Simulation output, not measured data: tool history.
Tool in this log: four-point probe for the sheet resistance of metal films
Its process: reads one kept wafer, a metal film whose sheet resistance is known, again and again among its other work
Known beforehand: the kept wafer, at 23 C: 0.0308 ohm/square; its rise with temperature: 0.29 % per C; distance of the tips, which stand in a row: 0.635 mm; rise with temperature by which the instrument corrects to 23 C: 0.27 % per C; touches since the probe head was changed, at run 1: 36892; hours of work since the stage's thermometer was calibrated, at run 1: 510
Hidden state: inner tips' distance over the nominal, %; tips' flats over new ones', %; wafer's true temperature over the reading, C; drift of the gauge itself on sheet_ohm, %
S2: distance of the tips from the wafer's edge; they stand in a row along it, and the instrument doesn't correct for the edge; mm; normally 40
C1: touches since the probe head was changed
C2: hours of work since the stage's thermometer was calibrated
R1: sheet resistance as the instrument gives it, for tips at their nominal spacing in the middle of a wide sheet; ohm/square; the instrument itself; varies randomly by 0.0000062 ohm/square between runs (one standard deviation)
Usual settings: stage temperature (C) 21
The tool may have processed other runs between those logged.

Run 1, hour 0.0: usual settings; C1 36892; C2 510. Result: R1 0.030784 ohm/square.
Run 2, hour 98.4: usual settings; C1 37974; C2 552. Result: R1 0.030785 ohm/square.
Run 3, hour 175.2: usual settings; C1 38818; C2 584. Result: R1 0.030785 ohm/square.
Run 4, hour 243.4: usual settings but stage temperature (C) 31; C1 39568; C2 612. Result: R1 0.030865 ohm/square.
Run 5, hour 327.9: usual settings but stage temperature (C) 31; C1 40497; C2 648. Result: R1 0.030852 ohm/square.
Run 6, hour 390.3: usual settings; C1 41182; C2 674. Result: R1 0.030791 ohm/square.
Run 7, hour 492.3: usual settings; C1 42304; C2 716. Result: R1 0.030782 ohm/square.
Run 8, hour 574.4: usual settings; C1 43206; C2 751. Result: R1 0.030784 ohm/square.
Run 9, hour 656.8: usual settings; C1 44111; C2 785. Result: R1 0.030790 ohm/square.
Run 10, hour 704.9: usual settings but stage temperature (C) 25; C1 44640; C2 805. Result: R1 0.030817 ohm/square.
Run 11, hour 775.1: usual settings but stage temperature (C) 25; C1 45412; C2 835. Result: R1 0.030822 ohm/square.
Run 12, hour 872.8: usual settings but stage temperature (C) 25; C1 46486; C2 876. Result: R1 0.030817 ohm/square.
Run 13, hour 953.1: usual settings but stage temperature (C) 25; C1 47368; C2 909. Result: R1 0.030818 ohm/square.
Run 14, hour 1044.7: usual settings but stage temperature (C) 25, S2 4 mm; C1 48375; C2 948. Result: R1 0.031234 ohm/square.
Run 15, hour 1098.1: usual settings but stage temperature (C) 24; C1 48961; C2 970. Result: R1 0.030796 ohm/square.
Run 16, hour 1180.9: usual settings but stage temperature (C) 32; C1 49872; C2 1005. Result: R1 0.030854 ohm/square.
Run 17, hour 1253.2: usual settings but S2 52 mm; C1 50666; C2 1035. Result: R1 0.030782 ohm/square.
Run 18, hour 1350.4: usual settings but S2 52 mm; C1 51735; C2 1076. Result: R1 0.030790 ohm/square.
Run 19, hour 1398.9: usual settings but S2 52 mm; C1 52268; C2 1096. Result: R1 0.030785 ohm/square.
Run 20, hour 1512.3: usual settings but S2 52 mm; C1 53514; C2 1143. Result: R1 0.030783 ohm/square.
Run 21, hour 1558.1: usual settings but S2 52 mm; C1 54018; C2 1163. Result: R1 0.030787 ohm/square.
Run 22, hour 1618.7: usual settings but S2 52 mm; C1 54684; C2 1188. Result: R1 0.030788 ohm/square.
Run 23, hour 1719.8: usual settings but stage temperature (C) 19; C1 55795; C2 1230. Result: R1 0.030772 ohm/square.
Run 24, hour 1802.7: usual settings but stage temperature (C) 27, S2 55 mm; C1 56706; C2 1265. Result: R1 0.030824 ohm/square.
Run 25, hour 1866.9: usual settings but stage temperature (C) 20, S2 3 mm; C1 57412; C2 1292. Result: R1 0.031507 ohm/square.
Run 26, hour 1976.6: usual settings but stage temperature (C) 18, S2 21 mm; C1 58617; C2 1338. Result: R1 0.030782 ohm/square.
Run 27, hour 2039.1: usual settings but stage temperature (C) 26, S2 4 mm; C1 59304; C2 1364. Result: R1 0.031224 ohm/square.
Run 28, hour 2093.4: usual settings but stage temperature (C) 30, S2 5 mm; C1 59901; C2 1387. Result: R1 0.031113 ohm/square.
Run 29, hour 2169.7: usual settings but stage temperature (C) 20, S2 68 mm; C1 60740; C2 1419. Result: R1 0.030772 ohm/square.
Run 30, hour 2276.5: usual settings but S2 17 mm; C1 61914; C2 1463. Result: R1 0.030806 ohm/square.
Run 31, hour 2374.2: usual settings but stage temperature (C) 31; C1 62988; C2 1504. Result: R1 0.030875 ohm/square.
Run 32, hour 2450.3: usual settings but stage temperature (C) 24, S2 50 mm; C1 63824; C2 1536. Result: R1 0.030810 ohm/square.
Run 33, hour 2510.8: usual settings but stage temperature (C) 22, S2 4 mm; C1 64489; C2 1561. Result: R1 0.031198 ohm/square.
Run 34, hour 2614.4: usual settings but stage temperature (C) 32, S2 58 mm; C1 65627; C2 1605. Result: R1 0.030859 ohm/square.
Run 35, hour 2707.5: usual settings but stage temperature (C) 34, S2 4 mm; C1 66651; C2 1644. Result: R1 0.031288 ohm/square.
Run 36, hour 2810.2: usual settings but stage temperature (C) 34, S2 4 mm; C1 67780; C2 1687. Result: R1 0.031280 ohm/square.
Run 37, hour 2864.0: usual settings but stage temperature (C) 29, S2 72 mm; C1 68371; C2 1709. Result: R1 0.030840 ohm/square.
Run 38, hour 2973.1: usual settings but stage temperature (C) 20, S2 5 mm; C1 69570; C2 1755. Result: R1 0.031051 ohm/square.
Run 39, hour 3056.7: usual settings but stage temperature (C) 19, S2 21 mm; C1 70489; C2 1790. Result: R1 0.030784 ohm/square.
Run 40, hour 3109.7: usual settings but S2 44 mm; C1 71072; C2 1812. Result: R1 0.030797 ohm/square.
Run 41, hour 3213.4: usual settings but stage temperature (C) 27, S2 44 mm; C1 72212; C2 1855. Result: R1 0.030826 ohm/square.
Run 42, hour 3266.4: usual settings but stage temperature (C) 23, S2 3 mm; C1 72793; C2 1878. Result: R1 0.031520 ohm/square.
Run 43, hour 3369.7: usual settings but stage temperature (C) 24, S2 45 mm; C1 73929; C2 1921. Result: R1 0.030809 ohm/square.
Run 44, hour 3464.2: usual settings but stage temperature (C) 24, S2 45 mm; C1 74968; C2 1960. Result: R1 0.030807 ohm/square.
Run 45, hour 3514.0: usual settings but stage temperature (C) 20, S2 20 mm; C1 75515; C2 1981. Result: R1 0.030793 ohm/square.
Run 46, hour 3600.5: usual settings but stage temperature (C) 23, S2 27 mm; C1 76466; C2 2017. Result: R1 0.030805 ohm/square.

Below are 3 alternative next runs, each starting from the tool's condition after run 46. Predict each:
Run A, hour 3674.3: usual settings but stage temperature (C) 18, S2 27 mm; C1 77277; C2 2048. Result: R1 ?.
Run B, hour 3674.3: usual settings but stage temperature (C) 31; C1 77277; C2 2048. Result: R1 ?.
Run C, hour 3674.3: usual settings but stage temperature (C) 30, S2 59 mm; C1 77277; C2 2048. Result: R1 ?.

run        R1
  A  0.030771
  B  0.030852
  C  0.030843
What these runs would have given with no unlogged condition in the tool:
run        R1
  A  0.030773
  B  0.030854
  C  0.030845
